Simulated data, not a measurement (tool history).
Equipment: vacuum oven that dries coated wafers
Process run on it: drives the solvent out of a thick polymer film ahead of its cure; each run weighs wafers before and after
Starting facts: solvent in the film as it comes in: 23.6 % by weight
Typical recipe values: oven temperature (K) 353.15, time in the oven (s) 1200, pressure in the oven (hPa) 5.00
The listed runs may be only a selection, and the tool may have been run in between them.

Run 1, hour 0.0: usual settings. Result: solvent left in the film (%) 3.77.
Run 2, hour 9.0: usual settings. Result: solvent left in the film (%) 3.80.
Run 3, hour 17.0: usual settings. Result: solvent left in the film (%) 3.67.
Run 4, hour 26.0: usual settings. Result: solvent left in the film (%) 3.72.
Run 5, hour 41.9: usual settings. Result: solvent left in the film (%) 3.79.
Run 6, hour 48.9: usual settings. Result: solvent left in the film (%) 3.76.
Run 7, hour 61.5: usual settings. Result: solvent left in the film (%) 3.73.
Run 8, hour 77.6: usual settings. Result: solvent left in the film (%) 3.76.
Run 9, hour 87.4: usual settings. Result: solvent left in the film (%) 3.74.
Run 10, hour 101.5: usual settings. Result: solvent left in the film (%) 3.80.
Run 11, hour 117.0: usual settings. Result: solvent left in the film (%) 3.77.
Run 12, hour 126.2: usual settings. Result: solvent left in the film (%) 3.74.
Run 13, hour 133.8: usual settings but oven temperature (K) 357.15, time in the oven (s) 840, pressure in the oven (hPa) 5.49. Result: solvent left in the film (%) 4.64.
Run 14, hour 141.3: usual settings but oven temperature (K) 352.15, time in the oven (s) 1740. Result: solvent left in the film (%) 2.10.
Run 15, hour 148.7: usual settings but pressure in the oven (hPa) 10.26. Result: solvent left in the film (%) 3.93.
Run 16, hour 165.1: usual settings but pressure in the oven (hPa) 12.71. Result: solvent left in the film (%) 4.07.
Run 17, hour 175.6: usual settings but oven temperature (K) 364.15, time in the oven (s) 1380, pressure in the oven (hPa) 7.56. Result: solvent left in the film (%) 0.86.
Run 18, hour 187.5: usual settings but oven temperature (K) 364.15, time in the oven (s) 1800, pressure in the oven (hPa) 7.56. Result: solvent left in the film (%) 0.49.
Run 19, hour 196.4: usual settings but oven temperature (K) 364.15, time in the oven (s) 1800, pressure in the oven (hPa) 7.56. Result: solvent left in the film (%) 0.46.
Run 20, hour 207.8: usual settings but oven temperature (K) 364.15, time in the oven (s) 1800, pressure in the oven (hPa) 7.56. Result: solvent left in the film (%) 0.46.
Run 21, hour 219.5: usual settings but oven temperature (K) 361.15, time in the oven (s) 1800, pressure in the oven (hPa) 16.25. Result: solvent left in the film (%) 0.96.
Run 22, hour 234.7: usual settings but oven temperature (K) 361.15, time in the oven (s) 1800, pressure in the oven (hPa) 16.25. Result: solvent left in the film (%) 0.96.

Here are 3 independent what-if runs from the current tool condition. What would each one return?
Run A, hour 247.2: usual settings but oven temperature (K) 350.15. Result: solvent left in the film (%) ?.
Run B, hour 247.2: usual settings but oven temperature (K) 361.15, time in the oven (s) 1800, pressure in the oven (hPa) 8.87. Result: solvent left in the film (%) ?.
Run C, hour 247.2: usual settings but time in the oven (s) 1740, pressure in the oven (hPa) 17.36. Result: solvent left in the film (%) ?.

run  solvent left in the film (%)
  A                          4.75
  B                          0.68
  C                          2.41
Without the tool's unlogged condition, the same runs would have read:
run  solvent left in the film (%)
  A                          5.00
  B                          0.73
  C                          2.57
